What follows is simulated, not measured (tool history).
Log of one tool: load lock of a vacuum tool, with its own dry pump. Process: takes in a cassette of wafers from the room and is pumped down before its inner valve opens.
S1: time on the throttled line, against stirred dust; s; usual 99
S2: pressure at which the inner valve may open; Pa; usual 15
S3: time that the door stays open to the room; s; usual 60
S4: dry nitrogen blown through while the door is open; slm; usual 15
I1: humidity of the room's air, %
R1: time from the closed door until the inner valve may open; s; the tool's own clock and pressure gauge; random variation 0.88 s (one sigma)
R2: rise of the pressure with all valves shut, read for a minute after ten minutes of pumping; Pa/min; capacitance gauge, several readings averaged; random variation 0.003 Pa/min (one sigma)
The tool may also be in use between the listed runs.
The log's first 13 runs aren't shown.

Run 14, hour 1572.9: usual settings but S1 143 s, S3 222 s; I1 44.2. Result: R1 177.4 s, R2 0.033 Pa/min.
Run 15, hour 1745.9: usual settings but S1 143 s, S3 222 s; I1 44.2. Result: R1 178.0 s, R2 0.030 Pa/min.
Run 16, hour 1835.2: usual settings but S1 143 s, S3 222 s; I1 44.0. Result: R1 178.0 s, R2 0.027 Pa/min.
Run 17, hour 2001.3: usual settings but S2 18 Pa; I1 48.9. Result: R1 136.5 s, R2 0.021 Pa/min.
Run 18, hour 2087.1: usual settings; I1 44.0. Result: R1 138.4 s, R2 0.020 Pa/min.
Run 19, hour 2250.3: usual settings but S1 151 s, S3 32 s; I1 45.2. Result: R1 181.8 s, R2 0.017 Pa/min.
Run 20, hour 2401.6: usual settings but S3 89 s; I1 44.2. Result: R1 136.7 s, R2 0.022 Pa/min.
Run 21, hour 2508.6: usual settings but S2 13 Pa, S3 39 s, S4 4 slm; I1 43.3. Result: R1 140.6 s, R2 0.026 Pa/min.
Run 22, hour 2684.0: usual settings but S2 13 Pa, S3 27 s, S4 20 slm; I1 46.2. Result: R1 141.1 s, R2 0.008 Pa/min.
Run 23, hour 2820.0: usual settings but S1 156 s, S2 13 Pa, S3 76 s, S4 7 slm; I1 46.3. Result: R1 187.5 s, R2 0.026 Pa/min.
Run 24, hour 2986.9: usual settings but S1 50 s, S2 17 Pa, S3 26 s, S4 13 slm; I1 45.2. Result: R1 96.1 s, R2 0.011 Pa/min.
Run 25, hour 3067.2: usual settings but S1 132 s, S2 26 Pa, S3 70 s, S4 13 slm; I1 43.4. Result: R1 164.8 s, R2 0.025 Pa/min.
Run 26, hour 3178.8: usual settings but S1 132 s, S2 26 Pa, S3 64 s, S4 12 slm; I1 42.7. Result: R1 163.5 s, R2 0.021 Pa/min.
Run 27, hour 3358.3: usual settings but S2 11 Pa, S3 75 s; I1 43.7. Result: R1 141.5 s, R2 0.020 Pa/min.
Run 28, hour 3547.4: usual settings but S2 24 Pa, S3 98 s; I1 46.2. Result: R1 136.8 s, R2 0.027 Pa/min.
Run 29, hour 3726.4: usual settings but S1 75 s, S2 24 Pa, S3 165 s, S4 8 slm; I1 47.9. Result: R1 113.1 s, R2 0.042 Pa/min.

The next listed run, before its measurement:
Run 30, hour 3837.1: usual settings but S1 75 s, S2 24 Pa, S3 165 s, S4 8 slm; I1 46.4. Result: R1 ?, R2 ?.

R1: 116.2 s
R2: 0.039 Pa/min
Without the tool's hidden state the same run would have given R1 116.2 s, R2 0.039 Pa/min.
